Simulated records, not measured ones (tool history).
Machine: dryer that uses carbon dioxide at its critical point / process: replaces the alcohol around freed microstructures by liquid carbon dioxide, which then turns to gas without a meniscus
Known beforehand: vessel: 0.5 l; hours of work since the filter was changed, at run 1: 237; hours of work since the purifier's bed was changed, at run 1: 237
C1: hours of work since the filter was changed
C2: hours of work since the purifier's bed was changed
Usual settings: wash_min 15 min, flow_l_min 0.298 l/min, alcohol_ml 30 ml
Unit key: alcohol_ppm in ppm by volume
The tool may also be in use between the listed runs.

run 1 hour=0.0 | wash_min=15 flow_l_min=0.298 alcohol_ml=30 | C1=237 C2=237 | alcohol_ppm=125
run 2 hour=8.1 | wash_min=15 flow_l_min=0.298 alcohol_ml=30 | C1=240 C2=240 | alcohol_ppm=133
run 3 hour=25.1 | wash_min=15 flow_l_min=0.254 alcohol_ml=30 | C1=246 C2=246 | alcohol_ppm=284
run 4 hour=41.7 | wash_min=15 flow_l_min=0.254 alcohol_ml=25 | C1=251 C2=251 | alcohol_ppm=246
run 5 hour=57.6 | wash_min=15 flow_l_min=0.254 alcohol_ml=25 | C1=257 C2=257 | alcohol_ppm=257
run 6 hour=74.4 | wash_min=15 flow_l_min=0.254 alcohol_ml=25 | C1=263 C2=263 | alcohol_ppm=268
run 7 hour=86.3 | wash_min=15 flow_l_min=0.298 alcohol_ml=30 | C1=267 C2=267 | alcohol_ppm=149
run 8 hour=99.3 | wash_min=15 flow_l_min=0.298 alcohol_ml=68 | C1=271 C2=271 | alcohol_ppm=272
run 9 hour=114.9 | wash_min=15 flow_l_min=0.298 alcohol_ml=68 | C1=277 C2=277 | alcohol_ppm=276
run 10 hour=127.3 | wash_min=15 flow_l_min=0.298 alcohol_ml=30 | C1=281 C2=281 | alcohol_ppm=147
run 11 hour=145.9 | wash_min=15 flow_l_min=0.298 alcohol_ml=30 | C1=288 C2=288 | alcohol_ppm=150
run 12 hour=159.9 | wash_min=15 flow_l_min=0.298 alcohol_ml=30 | C1=293 C2=293 | alcohol_ppm=153
run 13 hour=168.2 | wash_min=15 flow_l_min=0.298 alcohol_ml=30 | C1=296 C2=296 | alcohol_ppm=147
run 14 hour=180.2 | wash_min=15 flow_l_min=0.298 alcohol_ml=30 | C1=300 C2=300 | alcohol_ppm=151
run 15 hour=197.7 | wash_min=15 flow_l_min=0.298 alcohol_ml=30 | C1=306 C2=306 | alcohol_ppm=158
run 16 hour=215.1 | wash_min=15 flow_l_min=0.298 alcohol_ml=30 | C1=312 C2=312 | alcohol_ppm=167
run 17 hour=232.9 | wash_min=15 flow_l_min=0.298 alcohol_ml=78 | C1=318 C2=318 | alcohol_ppm=353
run 18 hour=250.6 | wash_min=11 flow_l_min=0.196 alcohol_ml=30 | C1=324 C2=324 | alcohol_ppm=3119
run 19 hour=262.9 | wash_min=11 flow_l_min=0.196 alcohol_ml=30 | C1=329 C2=329 | alcohol_ppm=3132
run 20 hour=275.0 | wash_min=14 flow_l_min=0.304 alcohol_ml=58 | C1=333 C2=333 | alcohol_ppm=370
run 21 hour=283.8 | wash_min=17 flow_l_min=0.207 alcohol_ml=94 | C1=336 C2=336 | alcohol_ppm=1589
run 22 hour=292.0 | wash_min=20 flow_l_min=0.449 alcohol_ml=31 | C1=339 C2=339 | alcohol_ppm=48
run 23 hour=299.9 | wash_min=23 flow_l_min=0.298 alcohol_ml=30 | C1=342 C2=342 | alcohol_ppm=53
run 24 hour=309.7 | wash_min=12 flow_l_min=0.462 alcohol_ml=31 | C1=345 C2=345 | alcohol_ppm=72
run 25 hour=321.2 | wash_min=15 flow_l_min=0.467 alcohol_ml=50 | C1=349 C2=349 | alcohol_ppm=57
run 26 hour=337.1 | wash_min=15 flow_l_min=0.298 alcohol_ml=40 | C1=355 C2=355 | alcohol_ppm=222
run 27 hour=351.0 | wash_min=15 flow_l_min=0.298 alcohol_ml=40 | C1=359 C2=359 | alcohol_ppm=230
run 28 hour=359.2 | wash_min=15 flow_l_min=0.298 alcohol_ml=111 | C1=362 C2=362 | alcohol_ppm=543
run 29 hour=370.2 | wash_min=14 flow_l_min=0.390 alcohol_ml=85 | C1=366 C2=366 | alcohol_ppm=147
run 30 hour=379.7 | wash_min=13 flow_l_min=0.298 alcohol_ml=30 | C1=369 C2=369 | alcohol_ppm=372
run 31 hour=389.5 | wash_min=15 flow_l_min=0.204 alcohol_ml=35 | C1=373 C2=373 | alcohol_ppm=1240
-- hour=399.4 inlet filter changed
run 32 hour=404.2 | wash_min=15 flow_l_min=0.204 alcohol_ml=35 | C1=2 C2=378 | alcohol_ppm=619

Measured result minus the same run's result without the hidden state. Both carry the same run-to-run variation, though not necessarily the same gauge scatter:
Hidden state present: flow that reaches the vessel past the clogged filter, %; alcohol in the recycled carbon dioxide, ppm; drift of the gauge itself on alcohol_ppm, %.
run=1 alcohol_ppm=+78
run=2 alcohol_ppm=+82
run=3 alcohol_ppm=+152
run=4 alcohol_ppm=+134
run=5 alcohol_ppm=+140
run=6 alcohol_ppm=+145
run=7 alcohol_ppm=+93
run=8 alcohol_ppm=+166
run=9 alcohol_ppm=+167
run=10 alcohol_ppm=+97
run=11 alcohol_ppm=+102
run=12 alcohol_ppm=+106
run=13 alcohol_ppm=+102
run=14 alcohol_ppm=+107
run=15 alcohol_ppm=+108
run=16 alcohol_ppm=+113
run=17 alcohol_ppm=+228
run=18 alcohol_ppm=+1165
run=19 alcohol_ppm=+1183
run=20 alcohol_ppm=+241
run=21 alcohol_ppm=+868
run=22 alcohol_ppm=+45
run=23 alcohol_ppm=+49
run=24 alcohol_ppm=+65
run=25 alcohol_ppm=+52
run=26 alcohol_ppm=+162
run=27 alcohol_ppm=+163
run=28 alcohol_ppm=+368
run=29 alcohol_ppm=+118
run=30 alcohol_ppm=+238
run=31 alcohol_ppm=+669
run=32 alcohol_ppm=+55
